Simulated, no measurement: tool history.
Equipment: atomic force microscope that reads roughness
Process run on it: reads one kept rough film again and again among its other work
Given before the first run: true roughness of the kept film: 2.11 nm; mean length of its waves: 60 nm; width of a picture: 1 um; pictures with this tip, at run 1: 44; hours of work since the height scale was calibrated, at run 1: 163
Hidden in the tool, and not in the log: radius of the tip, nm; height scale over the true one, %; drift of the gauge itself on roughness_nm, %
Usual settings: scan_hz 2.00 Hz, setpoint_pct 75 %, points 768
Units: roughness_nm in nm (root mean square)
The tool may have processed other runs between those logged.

run   hour  scan_hz  setpoint_pct  points  pictures with this tip  hours of work since the height scale was calibrated  roughness_nm
  1    0.0     2.00            75     768                      44                                                  163         1.793
  2   27.2     2.00            75     768                      74                                                  178         1.780
      45.5  -- new tip fitted
  3   55.7     2.00            75     768                      11                                                  193         1.825
  4   97.9     2.00            75     768                      57                                                  216         1.783
     131.9  -- new tip fitted
  5  141.0     2.00            75     768                      10                                                  239         1.828
  6  182.3     2.00            75     768                      54                                                  261         1.783
     217.8  -- new tip fitted
  7  218.0     2.00            58     768                       0                                                  280         1.982
  8  254.6     2.00            75    1011                      40                                                  300         1.799
  9  284.0     2.00            75    1011                      72                                                  316         1.775
     305.5  -- new tip fitted
 10  323.7     3.76            75     768                      20                                                  337         1.644
 11  361.5     2.00            75     768                      61                                                  358         1.786
 12  387.2     2.00            75     768                      89                                                  372         1.770
     392.1  -- new tip fitted
 13  434.9     2.00            75     768                      47                                                  397         1.787
 14  476.1     0.67            65     339                      91                                                  420         1.951
     479.5  -- new tip fitted
 15  522.8     0.67            65     339                      47                                                  445         1.995
 16  549.2     2.00            65     697                      76                                                  459         1.887
     565.9  -- new tip fitted
 17  582.1     0.74            82     324                      18                                                  477         1.924
 18  608.1     0.74            82     324                      46                                                  491         1.903
 19  631.1     0.74            82     324                      71                                                  503         1.883
     654.2  -- new tip fitted
 20  679.8     3.08            69     413                      28                                                  529         1.792
 21  724.2     3.08            69     413                      76                                                  553         1.752
     741.1  -- new tip fitted
 22  762.1     3.08            69     413                      23                                                  574         1.795
 23  806.7     3.08            69     413                      71                                                  598         1.754
     827.4  -- new tip fitted
 24  858.2     0.73            75     805                      33                                                  626         1.964
 25  897.5     0.73            75     805                      76                                                  647         1.929

4 options for the next run, each taken on its own from the tool as it stands now. Forecast them:
     916.2  -- new tip fitted
  A  922.0     3.70            67     768                       7                                                  660             ?
     916.2  -- new tip fitted
  B  922.0     2.00            73     768                       7                                                  660             ?
     916.2  -- new tip fitted
  C  922.0     0.54            56     306                       7                                                  660             ?
     916.2  -- new tip fitted
  D  922.0     1.54            56     371                       7                                                  660             ?

run  roughness_nm
  A         1.794
  B         1.857
  C         2.059
  D         2.021
Take away the tool's hidden state, keep each run's random variation, and the runs would have read:
run  roughness_nm
  A         1.793
  B         1.856
  C         2.059
  D         2.021
